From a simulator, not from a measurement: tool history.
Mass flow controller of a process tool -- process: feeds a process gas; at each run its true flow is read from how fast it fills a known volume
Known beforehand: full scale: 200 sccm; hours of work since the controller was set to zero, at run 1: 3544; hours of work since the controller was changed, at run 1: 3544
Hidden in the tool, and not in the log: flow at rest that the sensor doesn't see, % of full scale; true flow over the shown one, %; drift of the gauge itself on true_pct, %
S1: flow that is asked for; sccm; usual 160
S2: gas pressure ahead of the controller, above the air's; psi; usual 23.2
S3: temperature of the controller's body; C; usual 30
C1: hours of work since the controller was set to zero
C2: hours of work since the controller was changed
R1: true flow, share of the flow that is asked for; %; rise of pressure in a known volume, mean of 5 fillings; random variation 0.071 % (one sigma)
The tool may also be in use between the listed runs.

| run | hour | S1 | S2 | S3 | C1 | C2 | R1 |
|---|---|---|---|---|---|---|---|
| 1 | 0.0 | 160 | 23.2 | 30 | 3544 | 3544 | 99.97 |
| 2 | 429.9 | 160 | 23.2 | 24 | 3872 | 3872 | 99.57 |
| 3 | 702.2 | 160 | 23.2 | 24 | 4079 | 4079 | 99.73 |
| 4 | 1145.6 | 160 | 23.2 | 24 | 4417 | 4417 | 99.77 |
| 5 | 1566.9 | 160 | 23.2 | 24 | 4738 | 4738 | 100.01 |
| 6 | 1999.9 | 160 | 23.2 | 24 | 5068 | 5068 | 100.24 |
| 7 | 2426.6 | 160 | 23.2 | 30 | 5394 | 5394 | 100.97 |
| 8 | 2704.8 | 144 | 23.2 | 30 | 5606 | 5606 | 100.98 |
| 9 | 3193.5 | 144 | 23.2 | 30 | 5978 | 5978 | 101.17 |
| 10 | 3657.4 | 56 | 24.4 | 38 | 6332 | 6332 | 101.48 |
|  | 3942.6 | controller's zero set anew |
| 11 | 4102.1 | 105 | 24.4 | 38 | 122 | 6670 | 102.04 |
| 12 | 4599.9 | 84 | 24.2 | 25 | 501 | 7050 | 100.70 |
|  | 4852.7 | gauge calibrated |
| 13 | 4887.6 | 160 | 27.4 | 27 | 720 | 7269 | 99.96 |
| 14 | 5180.6 | 43 | 27.4 | 23 | 943 | 7492 | 98.54 |
| 15 | 5589.5 | 43 | 27.4 | 23 | 1255 | 7804 | 98.79 |

What if the next run were any one of these 3? Each begins from the tool's condition after run 15:
| A | 5847.9 | 43 | 21.5 | 25 | 1452 | 8001 | ? |
| B | 5847.9 | 68 | 23.2 | 33 | 1452 | 8001 | ? |
| C | 5847.9 | 168 | 29.2 | 26 | 1452 | 8001 | ? |

| run | R1 |
|---|---|
| A | 98.84 |
| B | 99.94 |
| C | 100.27 |
Take away the tool's hidden state, keep each run's random variation, and the runs would have read:
| run | R1 |
|---|---|
| A | 98.45 |
| B | 99.55 |
| C | 99.88 |

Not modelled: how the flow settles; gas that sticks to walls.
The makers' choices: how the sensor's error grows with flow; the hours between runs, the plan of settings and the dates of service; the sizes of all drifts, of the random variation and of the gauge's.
